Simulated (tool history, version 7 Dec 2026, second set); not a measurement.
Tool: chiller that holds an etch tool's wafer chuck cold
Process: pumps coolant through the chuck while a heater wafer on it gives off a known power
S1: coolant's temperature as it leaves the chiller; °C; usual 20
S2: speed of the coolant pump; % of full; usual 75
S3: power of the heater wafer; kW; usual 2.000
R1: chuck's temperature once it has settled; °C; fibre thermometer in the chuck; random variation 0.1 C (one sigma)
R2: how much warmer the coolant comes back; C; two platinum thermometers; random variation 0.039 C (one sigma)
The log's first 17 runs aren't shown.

{"run": 18, "day": 94.288, "S1": 20, "S2": 75, "S3": 1.35, "R1": 32.3, "R2": 5.77}
{"run": 19, "day": 100.762, "S1": 17, "S2": 75, "S3": 1.931, "R1": 34.4, "R2": 8.22}
{"run": 20, "day": 104.325, "S1": 17, "S2": 75, "S3": 1.931, "R1": 34.6, "R2": 8.23}
{"day": 110.542, "done": "coolant changed, channels flushed"}
{"run": 21, "day": 111.579, "S1": 17, "S2": 75, "S3": 1.931, "R1": 34.3, "R2": 8.26}
{"run": 22, "day": 119.062, "S1": 24, "S2": 68, "S3": 1.769, "R1": 41.4, "R2": 8.3}
{"run": 23, "day": 122.679, "S1": 11, "S2": 75, "S3": 2.0, "R1": 29.1, "R2": 8.56}
{"run": 24, "day": 128.354, "S1": 22, "S2": 96, "S3": 1.432, "R1": 32.4, "R2": 4.75}
{"run": 25, "day": 135.796, "S1": 22, "S2": 96, "S3": 1.432, "R1": 32.6, "R2": 4.73}
{"run": 26, "day": 141.142, "S1": 22, "S2": 96, "S3": 1.802, "R1": 35.1, "R2": 6.0}
{"run": 27, "day": 144.8, "S1": 22, "S2": 70, "S3": 2.588, "R1": 46.8, "R2": 11.86}
{"run": 28, "day": 149.108, "S1": 30, "S2": 83, "S3": 2.588, "R1": 51.6, "R2": 9.97}
{"run": 29, "day": 155.029, "S1": 30, "S2": 83, "S3": 2.588, "R1": 51.2, "R2": 9.94}
{"run": 30, "day": 158.738, "S1": 20, "S2": 85, "S3": 2.912, "R1": 43.8, "R2": 10.85}
{"run": 31, "day": 164.125, "S1": 20, "S2": 81, "S3": 2.824, "R1": 44.0, "R2": 11.17}
{"run": 32, "day": 168.879, "S1": 19, "S2": 98, "S3": 1.487, "R1": 29.7, "R2": 4.86}

Forecast each of these 3 alternatives for the next run:
{"run": "A", "day": 174.258, "S1": 11, "S2": 98, "S3": 1.237, "R1": "?", "R2": "?"}
{"run": "B", "day": 174.258, "S1": 20, "S2": 87, "S3": 1.778, "R1": "?", "R2": "?"}
{"run": "C", "day": 174.258, "S1": 11, "S2": 98, "S3": 1.487, "R1": "?", "R2": "?"}

run=A R1=19.9 R2=4.08
run=B R1=34.3 R2=6.52
run=C R1=21.8 R2=4.78
Without the tool's hidden state the same runs would have given:
run=A R1=19.9 R2=4.08
run=B R1=34.3 R2=6.51
run=C R1=21.8 R2=4.77
